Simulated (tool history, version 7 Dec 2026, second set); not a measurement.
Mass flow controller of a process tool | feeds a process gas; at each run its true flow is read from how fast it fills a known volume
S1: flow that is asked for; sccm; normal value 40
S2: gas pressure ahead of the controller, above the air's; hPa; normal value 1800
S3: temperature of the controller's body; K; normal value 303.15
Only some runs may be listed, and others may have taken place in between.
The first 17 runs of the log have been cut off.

{"run": 18, "day": 44.129, "S1": 40, "S2": 1800, "S3": 311.15, "true flow (%)": 100.5}
{"run": 19, "day": 47.954, "S1": 40, "S2": 1800, "S3": 311.15, "true flow (%)": 100.41}
{"run": 20, "day": 50.275, "S1": 19, "S2": 1880, "S3": 294.15, "true flow (%)": 100.73}
{"run": 21, "day": 52.404, "S1": 13, "S2": 1740, "S3": 304.15, "true flow (%)": 100.66}
{"run": 22, "day": 55.575, "S1": 13, "S2": 1740, "S3": 304.15, "true flow (%)": 100.58}
{"run": 23, "day": 59.488, "S1": 9, "S2": 1740, "S3": 298.15, "true flow (%)": 101.33}
{"run": 24, "day": 61.821, "S1": 38, "S2": 1600, "S3": 294.15, "true flow (%)": 101.21}
{"run": 25, "day": 65.108, "S1": 38, "S2": 1760, "S3": 294.15, "true flow (%)": 101.02}
{"run": 26, "day": 67.496, "S1": 40, "S2": 1800, "S3": 293.15, "true flow (%)": 101.08}
{"run": 27, "day": 69.979, "S1": 36, "S2": 1800, "S3": 309.15, "true flow (%)": 100.62}
{"run": 28, "day": 73.796, "S1": 40, "S2": 2100, "S3": 298.15, "true flow (%)": 100.96}
{"run": 29, "day": 75.817, "S1": 13, "S2": 2740, "S3": 303.15, "true flow (%)": 100.49}
{"run": 30, "day": 79.467, "S1": 42, "S2": 1680, "S3": 303.15, "true flow (%)": 100.93}
{"run": 31, "day": 82.346, "S1": 40, "S2": 1800, "S3": 309.15, "true flow (%)": 100.81}
{"run": 32, "day": 84.142, "S1": 5, "S2": 1400, "S3": 295.15, "true flow (%)": 103.05}
{"run": 33, "day": 87.183, "S1": 40, "S2": 1950, "S3": 296.15, "true flow (%)": 101.14}

The next listed run, before its measurement:
{"run": 34, "day": 90.242, "S1": 40, "S2": 1950, "S3": 296.15, "true flow (%)": "?"}

{"run 34": {"true flow (%)": 100.96}}
On a tool with no hidden condition, and with the same random variation, this run would have come out at true flow (%) 99.62.
